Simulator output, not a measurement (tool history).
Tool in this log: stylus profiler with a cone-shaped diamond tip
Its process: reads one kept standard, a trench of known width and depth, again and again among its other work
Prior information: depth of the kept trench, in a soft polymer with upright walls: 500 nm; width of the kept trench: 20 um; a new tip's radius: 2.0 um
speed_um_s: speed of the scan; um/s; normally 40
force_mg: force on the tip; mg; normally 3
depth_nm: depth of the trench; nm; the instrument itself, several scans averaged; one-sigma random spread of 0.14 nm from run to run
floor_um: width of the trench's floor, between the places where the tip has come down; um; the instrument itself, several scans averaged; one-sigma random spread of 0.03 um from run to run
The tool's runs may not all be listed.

run    hour  speed_um_s  force_mg  depth_nm  floor_um
  1       0          40         3    510.87     16.65
  2    50.2          40      1.43    506.92     16.62
  3   105.4          40      1.43    507.26     16.51
  4   142.3          40      2.25    509.36     16.64
  5   177.8          40      2.25    509.35      16.6
  6   235.1         141         3    510.86     16.31
  7   289.2         141         3    511.02     16.23
  8   326.7         141         3     511.1      16.2
  9   381.1          40         3       511     16.62
 10   423.5          40         3    510.76     16.59
 11     466          40         3    510.82     16.58
 12     513          40         3    510.99     16.55
 13     577          40         3    510.99     16.56
 14   634.5          40         3    511.06     16.52
 15   665.2          40         3    511.34     16.56
 16   711.1          40         3       511     16.54
 17   750.9          40         3    511.23     16.54
 18   779.1          40      3.46    512.26     16.56
 19   838.6          40      3.46    512.18     16.55
 20   894.6          40      1.47    507.41     16.46
 21   950.5          40         3    511.39     16.52
 22   996.8          40      2.29    509.79     16.43
 23  1037.4          40      2.29    509.91     16.48
 24  1085.2          40      2.29    509.71     16.44
 25    1146          40      2.29    510.01     16.43
 26  1183.9          38      2.57    510.36      16.5
 27  1226.7          38      2.57    510.49     16.46
 28  1267.6          42      2.34    509.99     16.44
 29  1321.4          42      2.34    510.23     16.41
 30  1379.9          17       8.9    521.44     16.56
 31  1417.1          17       8.9    521.57     16.48
 32  1471.9          55       8.9    521.78     16.41
 33  1503.4          11      3.06    511.76     16.52
 34  1546.7          11      3.06    511.76     16.48
 35  1594.8          15      2.11    509.77     16.44
 36  1646.8          15      2.11    509.65     16.45
 37  1688.1          65      3.68    513.06     16.28
 38    1719          65      3.68    513.24     16.31
 39  1783.5          40      1.37    507.73      16.3
 40    1819          40      1.37    508.05     16.27
 41  1872.1          40      3.86    513.87     16.33
 42  1928.8         145      2.79    511.38     15.88
 43  1989.7          45      2.05    510.23     16.23
 44  2027.5         154      3.23     512.4      15.9
 45  2070.2         154      3.23    512.34     15.87
 46  2122.4          62      1.86     509.1     16.21
 47  2158.5          18      1.12    507.52      16.3

Run by run, hidden condition taken away, random variation retained:
Unlogged tool condition in this case: radius of the tip, um; height scale over the true one, %; drift of the gauge itself on depth_nm, %; drift of the gauge itself on floor_um, %.
run  depth_nm  floor_um
  1    509.36     17.16
  2    505.39     17.15
  3    505.69     17.05
  4    507.77     17.19
  5    507.74     17.15
  6    509.21     16.87
  7    509.35      16.8
  8     509.4     16.78
  9    509.27     17.21
 10       509      17.2
 11    509.04     17.19
 12    509.18     17.17
 13    509.14      17.2
 14    509.19     17.16
 15    509.44     17.21
 16    509.07      17.2
 17    509.29     17.21
 18    510.29     17.23
 19    510.17     17.23
 20    505.38     17.16
 21    509.32     17.23
 22     507.7     17.15
 23    507.79      17.2
 24    507.57     17.18
 25    507.83     17.18
 26    508.15     17.25
 27    508.25     17.22
 28    507.74      17.2
 29    507.94     17.19
 30    519.07     17.35
 31    519.18     17.28
 32    519.35     17.22
 33    509.36     17.33
 34    509.33      17.3
 35    507.32     17.28
 36    507.17     17.29
 37    510.53     17.13
 38    510.69     17.16
 39    505.17     17.17
 40    505.47     17.15
 41    511.23     17.22
 42    508.72     16.78
 43    507.53     17.13
 44    509.67     16.81
 45    509.59     16.79
 46    506.34     17.13
 47    504.75     17.24

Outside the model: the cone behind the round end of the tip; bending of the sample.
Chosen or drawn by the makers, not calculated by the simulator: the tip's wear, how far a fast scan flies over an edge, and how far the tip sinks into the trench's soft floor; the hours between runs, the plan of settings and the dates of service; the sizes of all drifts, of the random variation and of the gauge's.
